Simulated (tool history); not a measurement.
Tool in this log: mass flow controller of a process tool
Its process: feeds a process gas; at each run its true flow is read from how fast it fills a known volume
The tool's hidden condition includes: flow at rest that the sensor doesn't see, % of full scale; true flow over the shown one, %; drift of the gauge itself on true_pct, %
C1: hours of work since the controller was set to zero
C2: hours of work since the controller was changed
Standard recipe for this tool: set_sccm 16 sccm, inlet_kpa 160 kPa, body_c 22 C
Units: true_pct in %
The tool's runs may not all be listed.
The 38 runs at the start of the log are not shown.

{"run": 39, "hour": 5229.0, "set_sccm": 3, "inlet_kpa": 160, "body_c": 23, "C1": 843, "C2": 843, "true_pct": 99.87}
{"run": 40, "hour": 5323.9, "set_sccm": 16, "inlet_kpa": 160, "body_c": 22, "C1": 893, "C2": 893, "true_pct": 99.67}
{"run": 41, "hour": 5432.5, "set_sccm": 7, "inlet_kpa": 140, "body_c": 39, "C1": 950, "C2": 950, "true_pct": 101.11}
{"run": 42, "hour": 5609.5, "set_sccm": 7, "inlet_kpa": 140, "body_c": 39, "C1": 1043, "C2": 1043, "true_pct": 101.3}
{"run": 43, "hour": 5710.4, "set_sccm": 7, "inlet_kpa": 140, "body_c": 39, "C1": 1096, "C2": 1096, "true_pct": 101.31}
{"run": 44, "hour": 5885.2, "set_sccm": 5, "inlet_kpa": 216, "body_c": 37, "C1": 1189, "C2": 1189, "true_pct": 101.84}
{"run": 45, "hour": 6070.1, "set_sccm": 5, "inlet_kpa": 193, "body_c": 37, "C1": 1286, "C2": 1286, "true_pct": 101.76}
{"run": 46, "hour": 6202.4, "set_sccm": 8, "inlet_kpa": 160, "body_c": 23, "C1": 1356, "C2": 1356, "true_pct": 99.87}
{"run": 47, "hour": 6369.9, "set_sccm": 8, "inlet_kpa": 160, "body_c": 23, "C1": 1444, "C2": 1444, "true_pct": 100.12}
{"run": 48, "hour": 6487.6, "set_sccm": 16, "inlet_kpa": 214, "body_c": 22, "C1": 1506, "C2": 1506, "true_pct": 100.11}

Branching from run 48: 3 alternative next runs. What would each branch give?
{"run": "A", "hour": 6649.9, "set_sccm": 8, "inlet_kpa": 203, "body_c": 22, "C1": 1591, "C2": 1591, "true_pct": "?"}
{"run": "B", "hour": 6649.9, "set_sccm": 4, "inlet_kpa": 144, "body_c": 22, "C1": 1591, "C2": 1591, "true_pct": "?"}
{"run": "C", "hour": 6649.9, "set_sccm": 13, "inlet_kpa": 165, "body_c": 22, "C1": 1591, "C2": 1591, "true_pct": "?"}

run=A true_pct=100.16
run=B true_pct=100.34
run=C true_pct=99.86
Had the tool no hidden state, the same runs would have come out as:
run=A true_pct=99.09
run=B true_pct=98.53
run=C true_pct=99.09
